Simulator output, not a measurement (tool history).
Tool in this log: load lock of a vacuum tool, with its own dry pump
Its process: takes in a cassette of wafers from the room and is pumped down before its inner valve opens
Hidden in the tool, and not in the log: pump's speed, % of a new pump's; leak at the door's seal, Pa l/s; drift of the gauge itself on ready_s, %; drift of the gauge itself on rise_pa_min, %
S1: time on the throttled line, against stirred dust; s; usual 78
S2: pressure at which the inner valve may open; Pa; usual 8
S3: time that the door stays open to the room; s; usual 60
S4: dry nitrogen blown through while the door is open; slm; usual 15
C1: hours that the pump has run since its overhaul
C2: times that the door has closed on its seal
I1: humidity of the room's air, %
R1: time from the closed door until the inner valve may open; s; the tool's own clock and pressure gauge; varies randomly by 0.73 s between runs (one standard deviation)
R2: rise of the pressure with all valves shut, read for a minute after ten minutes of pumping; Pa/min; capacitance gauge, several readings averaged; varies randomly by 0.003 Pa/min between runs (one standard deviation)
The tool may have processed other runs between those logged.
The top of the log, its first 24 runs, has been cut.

{"run": 25, "hour": 8533.1, "S1": 89, "S2": 8, "S3": 90, "S4": 15, "C1": 15540, "C2": 35510, "I1": 46.8, "R1": 154.1, "R2": 0.124}
{"run": 26, "hour": 8765.4, "S1": 85, "S2": 8, "S3": 64, "S4": 15, "C1": 15773, "C2": 36311, "I1": 42.6, "R1": 151.1, "R2": 0.12}
{"run": 27, "hour": 9043.5, "S1": 129, "S2": 8, "S3": 48, "S4": 15, "C1": 16051, "C2": 37269, "I1": 43.4, "R1": 184.9, "R2": 0.115}
{"run": 28, "hour": 9323.6, "S1": 129, "S2": 8, "S3": 48, "S4": 15, "C1": 16331, "C2": 38235, "I1": 47.1, "R1": 183.3, "R2": 0.125}
{"run": 29, "hour": 9626.2, "S1": 129, "S2": 8, "S3": 48, "S4": 15, "C1": 16633, "C2": 39278, "I1": 45.4, "R1": 184.2, "R2": 0.12}
{"run": 30, "hour": 10090.7, "S1": 78, "S2": 7, "S3": 60, "S4": 21, "C1": 17098, "C2": 40879, "I1": 49.1, "R1": 148.6, "R2": 0.135}
{"run": 31, "hour": 10332.0, "S1": 87, "S2": 7, "S3": 238, "S4": 14, "C1": 17339, "C2": 41711, "I1": 42.1, "R1": 152.9, "R2": 0.173}
{"run": 32, "hour": 10796.4, "S1": 87, "S2": 7, "S3": 238, "S4": 14, "C1": 17804, "C2": 43312, "I1": 42.5, "R1": 155.6, "R2": 0.179}
{"run": 33, "hour": 11074.7, "S1": 87, "S2": 7, "S3": 238, "S4": 14, "C1": 18082, "C2": 44271, "I1": 43.2, "R1": 154.8, "R2": 0.193}
{"run": 34, "hour": 11341.0, "S1": 87, "S2": 6, "S3": 72, "S4": 26, "C1": 18348, "C2": 45190, "I1": 47.7, "R1": 156.7, "R2": 0.144}
{"run": 35, "hour": 11764.9, "S1": 87, "S2": 6, "S3": 72, "S4": 26, "C1": 18772, "C2": 46651, "I1": 45, "R1": 158.1, "R2": 0.151}
{"run": 36, "hour": 12014.2, "S1": 78, "S2": 6, "S3": 96, "S4": 15, "C1": 19021, "C2": 47510, "I1": 42.2, "R1": 152.2, "R2": 0.168}
{"run": 37, "hour": 12236.0, "S1": 51, "S2": 14, "S3": 202, "S4": 33, "C1": 19243, "C2": 48274, "I1": 46.6, "R1": 122.1, "R2": 0.177}

Here are 3 independent what-if runs from the current tool condition. What would each one return?
{"run": "A", "hour": 12718.1, "S1": 51, "S2": 14, "S3": 202, "S4": 11, "C1": 19725, "C2": 49937, "I1": 42.5, "R1": "?", "R2": "?"}
{"run": "B", "hour": 12718.1, "S1": 77, "S2": 8, "S3": 202, "S4": 8, "C1": 19725, "C2": 49937, "I1": 45.6, "R1": "?", "R2": "?"}
{"run": "C", "hour": 12718.1, "S1": 51, "S2": 14, "S3": 36, "S4": 22, "C1": 19725, "C2": 49937, "I1": 44.8, "R1": "?", "R2": "?"}

run=A R1=122.2 R2=0.207
run=B R1=147.8 R2=0.222
run=C R1=121.5 R2=0.156
Had the tool no hidden state, the same runs would have come out as:
run=A R1=111.7 R2=0.081
run=B R1=137.2 R2=0.095
run=C R1=111 R2=0.028
